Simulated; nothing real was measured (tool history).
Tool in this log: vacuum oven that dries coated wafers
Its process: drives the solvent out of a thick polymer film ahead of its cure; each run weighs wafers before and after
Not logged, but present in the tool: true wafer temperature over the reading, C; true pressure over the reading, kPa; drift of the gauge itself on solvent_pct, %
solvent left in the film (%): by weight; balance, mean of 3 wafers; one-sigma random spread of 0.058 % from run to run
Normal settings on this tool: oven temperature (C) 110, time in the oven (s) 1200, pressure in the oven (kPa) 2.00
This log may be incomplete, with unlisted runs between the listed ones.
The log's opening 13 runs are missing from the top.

run   hour  oven temperature (C)  time in the oven (s)  pressure in the oven (kPa)  hours of work since the thermocouples were calibrated  hours of work since the vacuum gauge was cleaned of residue  solvent left in the film (%)
 14  238.1                   110                  1200                        2.00                                                    474                                                          557                          3.07
 15  253.6                   110                  1200                        2.00                                                    484                                                          566                          3.12
 16  277.8                   110                  1200                        1.14                                                    498                                                          581                          2.27
 17  302.9                   110                  1200                        2.00                                                    514                                                          596                          3.10
 18  315.2                   110                  1200                        2.00                                                    521                                                          604                          3.11
 19  332.5                   114                  1200                        2.00                                                    532                                                          615                          2.46
 20  351.5                   116                  1200                        2.00                                                    544                                                          626                          2.12
 21  366.0                    98                  1140                        6.39                                                    553                                                          635                         11.58
 22  388.1                    98                  1140                        6.39                                                    566                                                          649                         11.55
 23  406.2                   108                  1500                        1.23                                                    577                                                          660                          2.10
 24  420.9                   108                  1500                        1.23                                                    586                                                          669                          2.13
 25  441.4                   110                  2040                        3.85                                                    599                                                          681                          4.12

Run 26, settings as shown, results not yet in. Your forecast:
 26  464.9                   110                  1560                        1.21                                                    613                                                          696                             ?

{"run 26": {"solvent left in the film (%)": 1.78}}
Minus the tool's unlogged condition, the same run would have read solvent left in the film (%) 1.62.
